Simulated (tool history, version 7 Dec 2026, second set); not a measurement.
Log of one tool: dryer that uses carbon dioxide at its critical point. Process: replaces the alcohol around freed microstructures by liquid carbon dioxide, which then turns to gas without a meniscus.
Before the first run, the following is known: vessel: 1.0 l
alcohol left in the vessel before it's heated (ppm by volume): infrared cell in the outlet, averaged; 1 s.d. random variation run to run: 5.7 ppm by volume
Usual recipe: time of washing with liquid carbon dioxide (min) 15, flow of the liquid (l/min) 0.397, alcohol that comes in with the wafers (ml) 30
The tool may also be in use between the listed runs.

run,hour,time of washing with liquid carbon dioxide (min),flow of the liquid (l/min),alcohol that comes in with the wafers (ml),alcohol left in the vessel before it's heated (ppm by volume)
1,0.0,15,0.397,30,199
2,58.4,15,0.397,30,209
3,120.9,15,0.397,30,216
4,154.1,15,0.397,30,224
5,184.6,15,0.397,30,232
6,211.9,15,0.397,30,233
7,266.0,15,0.397,30,243
8,311.9,15,0.397,30,253
9,371.7,11,0.397,30,873
10,410.3,11,0.477,30,419
11,444.7,11,0.477,78,1041
# hour 479.4: inlet filter changed
12,479.6,15,0.309,30,630
13,528.1,15,0.309,30,646
14,572.3,23,0.249,98,892
15,621.0,23,0.249,98,899
16,674.4,15,0.396,27,229
17,725.8,12,0.427,30,452
18,780.5,15,0.397,29,273
19,818.3,16,0.387,107,707
20,854.1,16,0.387,107,702
21,892.2,23,0.457,76,72
22,934.9,23,0.457,102,80
# hour 960.0: inlet filter changed
23,964.5,14,0.422,102,672
24,1019.8,14,0.422,102,687

Below are 5 alternative next runs, each starting from the tool's condition after run 24. Predict each:
A,1064.5,14,0.455,24,?
B,1064.5,15,0.259,50,?
C,1064.5,9,0.397,30,?
D,1064.5,15,0.565,30,?
E,1064.5,14,0.380,45,?

run,alcohol left in the vessel before it's heated (ppm by volume)
A,164
B,1939
C,1454
D,82
E,537
With the hidden condition removed and each run's random variation left untouched, the same runs would have given:
run,alcohol left in the vessel before it's heated (ppm by volume)
A,95
B,1790
C,1332
D,16
E,444
